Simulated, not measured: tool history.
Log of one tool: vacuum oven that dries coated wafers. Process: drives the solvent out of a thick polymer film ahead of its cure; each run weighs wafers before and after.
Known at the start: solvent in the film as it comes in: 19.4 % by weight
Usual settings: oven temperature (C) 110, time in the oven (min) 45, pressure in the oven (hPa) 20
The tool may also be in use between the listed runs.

Run 1, hour 0: usual settings. Result: solvent left in the film (%) 2.39.
Run 2, hour 25.7: usual settings. Result: solvent left in the film (%) 2.4.
Run 3, hour 66.5: usual settings but pressure in the oven (hPa) 16.8. Result: solvent left in the film (%) 2.06.
Run 4, hour 98.4: usual settings. Result: solvent left in the film (%) 2.45.
Run 5, hour 151.3: usual settings but oven temperature (C) 122. Result: solvent left in the film (%) 1.34.
Run 6, hour 191.7: usual settings but oven temperature (C) 122. Result: solvent left in the film (%) 1.41.
Run 7, hour 229.2: usual settings but oven temperature (C) 122. Result: solvent left in the film (%) 1.41.
Run 8, hour 270.8: usual settings but oven temperature (C) 122. Result: solvent left in the film (%) 1.36.
Run 9, hour 305.7: usual settings but oven temperature (C) 98. Result: solvent left in the film (%) 5.
Run 10, hour 338.5: usual settings but oven temperature (C) 98, pressure in the oven (hPa) 43.7. Result: solvent left in the film (%) 7.64.
Run 11, hour 391: usual settings. Result: solvent left in the film (%) 2.39.
Run 12, hour 421.7: usual settings. Result: solvent left in the film (%) 2.37.
Run 13, hour 458.4: usual settings. Result: solvent left in the film (%) 2.51.
Run 14, hour 510.2: usual settings. Result: solvent left in the film (%) 2.43.
Run 15, hour 539.4: usual settings. Result: solvent left in the film (%) 2.46.
Run 16, hour 584.7: usual settings but time in the oven (min) 23, pressure in the oven (hPa) 16.4. Result: solvent left in the film (%) 4.36.
Run 17, hour 611.5: usual settings but time in the oven (min) 23, pressure in the oven (hPa) 59.7. Result: solvent left in the film (%) 7.41.
At hour 617: oven's thermocouples calibrated.
Run 18, hour 665.5: usual settings but time in the oven (min) 23, pressure in the oven (hPa) 50.4. Result: solvent left in the film (%) 6.91.
Run 19, hour 708.4: usual settings but time in the oven (min) 23, pressure in the oven (hPa) 50.4. Result: solvent left in the film (%) 6.78.
Run 20, hour 750.5: usual settings but oven temperature (C) 113, time in the oven (min) 33, pressure in the oven (hPa) 33.2. Result: solvent left in the film (%) 3.62.
Run 21, hour 792.5: usual settings but oven temperature (C) 100, pressure in the oven (hPa) 12.6. Result: solvent left in the film (%) 3.84.
Run 22, hour 827.8: usual settings but oven temperature (C) 99, pressure in the oven (hPa) 36.8. Result: solvent left in the film (%) 6.78.
At hour 856.5: oven's thermocouples calibrated, once more.
Run 23, hour 860.4: usual settings but oven temperature (C) 99, pressure in the oven (hPa) 36.8. Result: solvent left in the film (%) 6.41.
Run 24, hour 890.8: usual settings but oven temperature (C) 125, time in the oven (min) 25, pressure in the oven (hPa) 26.6. Result: solvent left in the film (%) 1.98.
Run 25, hour 930: usual settings but oven temperature (C) 98, time in the oven (min) 24, pressure in the oven (hPa) 13.8. Result: solvent left in the film (%) 7.14.
Run 26, hour 953.3: usual settings but oven temperature (C) 98, time in the oven (min) 30, pressure in the oven (hPa) 45.6. Result: solvent left in the film (%) 9.26.

Forecast each of these 3 alternatives for the next run:
Run A, hour 995.7: usual settings but oven temperature (C) 117, time in the oven (min) 26, pressure in the oven (hPa) 50.5. Result: solvent left in the film (%) ?.
Run B, hour 995.7: usual settings but time in the oven (min) 31, pressure in the oven (hPa) 23.7. Result: solvent left in the film (%) ?.
Run C, hour 995.7: usual settings but oven temperature (C) 98, pressure in the oven (hPa) 24.2. Result: solvent left in the film (%) ?.

run  solvent left in the film (%)
  A                          4.33
  B                          3.64
  C                          5.53
Without the tool's hidden state the same runs would have given:
run  solvent left in the film (%)
  A                          4.13
  B                          3.39
  C                          5.17
